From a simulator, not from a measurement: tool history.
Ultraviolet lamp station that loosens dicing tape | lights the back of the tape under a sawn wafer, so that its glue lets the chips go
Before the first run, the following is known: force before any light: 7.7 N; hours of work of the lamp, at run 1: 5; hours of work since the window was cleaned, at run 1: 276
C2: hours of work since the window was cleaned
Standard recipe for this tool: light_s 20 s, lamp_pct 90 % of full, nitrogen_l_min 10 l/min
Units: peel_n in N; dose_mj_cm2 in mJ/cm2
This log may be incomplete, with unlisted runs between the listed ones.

run 1 hour=0.0 | light_s=20 lamp_pct=90 nitrogen_l_min=10 | hours_of_work_of_the_lamp=5 C2=276 | peel_n=0.532 dose_mj_cm2=488
run 2 hour=12.3 | light_s=20 lamp_pct=90 nitrogen_l_min=10 | hours_of_work_of_the_lamp=11 C2=282 | peel_n=0.504 dose_mj_cm2=491
run 3 hour=23.8 | light_s=20 lamp_pct=90 nitrogen_l_min=10 | hours_of_work_of_the_lamp=16 C2=287 | peel_n=0.525 dose_mj_cm2=490
run 4 hour=30.9 | light_s=20 lamp_pct=90 nitrogen_l_min=10 | hours_of_work_of_the_lamp=20 C2=291 | peel_n=0.530 dose_mj_cm2=478
run 5 hour=47.1 | light_s=34 lamp_pct=90 nitrogen_l_min=10 | hours_of_work_of_the_lamp=27 C2=298 | peel_n=0.213 dose_mj_cm2=813
run 6 hour=63.6 | light_s=34 lamp_pct=64 nitrogen_l_min=10 | hours_of_work_of_the_lamp=35 C2=306 | peel_n=0.357 dose_mj_cm2=576
run 7 hour=72.5 | light_s=34 lamp_pct=64 nitrogen_l_min=10 | hours_of_work_of_the_lamp=39 C2=310 | peel_n=0.363 dose_mj_cm2=577
run 8 hour=82.7 | light_s=29 lamp_pct=90 nitrogen_l_min=10 | hours_of_work_of_the_lamp=44 C2=315 | peel_n=0.262 dose_mj_cm2=700
run 9 hour=99.1 | light_s=29 lamp_pct=90 nitrogen_l_min=10 | hours_of_work_of_the_lamp=52 C2=323 | peel_n=0.259 dose_mj_cm2=691
run 10 hour=114.3 | light_s=18 lamp_pct=90 nitrogen_l_min=10 | hours_of_work_of_the_lamp=59 C2=330 | peel_n=0.692 dose_mj_cm2=427
run 11 hour=125.4 | light_s=18 lamp_pct=90 nitrogen_l_min=10 | hours_of_work_of_the_lamp=64 C2=335 | peel_n=0.701 dose_mj_cm2=422
run 12 hour=140.5 | light_s=18 lamp_pct=90 nitrogen_l_min=10 | hours_of_work_of_the_lamp=71 C2=342 | peel_n=0.724 dose_mj_cm2=423
run 13 hour=155.9 | light_s=20 lamp_pct=94 nitrogen_l_min=7 | hours_of_work_of_the_lamp=78 C2=349 | peel_n=0.688 dose_mj_cm2=487
run 14 hour=171.2 | light_s=27 lamp_pct=63 nitrogen_l_min=5 | hours_of_work_of_the_lamp=85 C2=356 | peel_n=1.136 dose_mj_cm2=438
run 15 hour=180.7 | light_s=20 lamp_pct=71 nitrogen_l_min=9 | hours_of_work_of_the_lamp=90 C2=361 | peel_n=1.026 dose_mj_cm2=369
run 16 hour=196.4 | light_s=20 lamp_pct=71 nitrogen_l_min=9 | hours_of_work_of_the_lamp=97 C2=368 | peel_n=1.037 dose_mj_cm2=367
run 17 hour=204.4 | light_s=20 lamp_pct=93 nitrogen_l_min=4 | hours_of_work_of_the_lamp=101 C2=372 | peel_n=1.131 dose_mj_cm2=476
run 18 hour=218.0 | light_s=20 lamp_pct=93 nitrogen_l_min=4 | hours_of_work_of_the_lamp=107 C2=378 | peel_n=1.137 dose_mj_cm2=482
run 19 hour=230.1 | light_s=24 lamp_pct=90 nitrogen_l_min=14 | hours_of_work_of_the_lamp=113 C2=384 | peel_n=0.332 dose_mj_cm2=554
run 20 hour=243.0 | light_s=27 lamp_pct=90 nitrogen_l_min=4 | hours_of_work_of_the_lamp=119 C2=390 | peel_n=0.716 dose_mj_cm2=617
run 21 hour=253.0 | light_s=12 lamp_pct=62 nitrogen_l_min=16 | hours_of_work_of_the_lamp=124 C2=395 | peel_n=2.028 dose_mj_cm2=188

Some steps in peel_n between neighbouring runs. How much of each would the tool show without its hidden state too (settings, what came in, random variation), and how much is left for the hidden state, with any gauge scatter that isn't in both results?
The hidden state here: lamp's light, % of a new lamp's; light that the window lets through, % of a clean one's; drift of the gauge itself on peel_n, %; drift of the gauge itself on dose_mj_cm2, %.
Run 18 -> 19: light_s 20 -> 24, lamp_pct 93 -> 90, nitrogen_l_min 4 -> 14. peel_n -0.805 N: hidden state -0.137, all else -0.668.
Run 20 -> 21: light_s 27 -> 12, lamp_pct 90 -> 62, nitrogen_l_min 4 -> 16. peel_n +1.312 N: hidden state +0.141, all else +1.171.
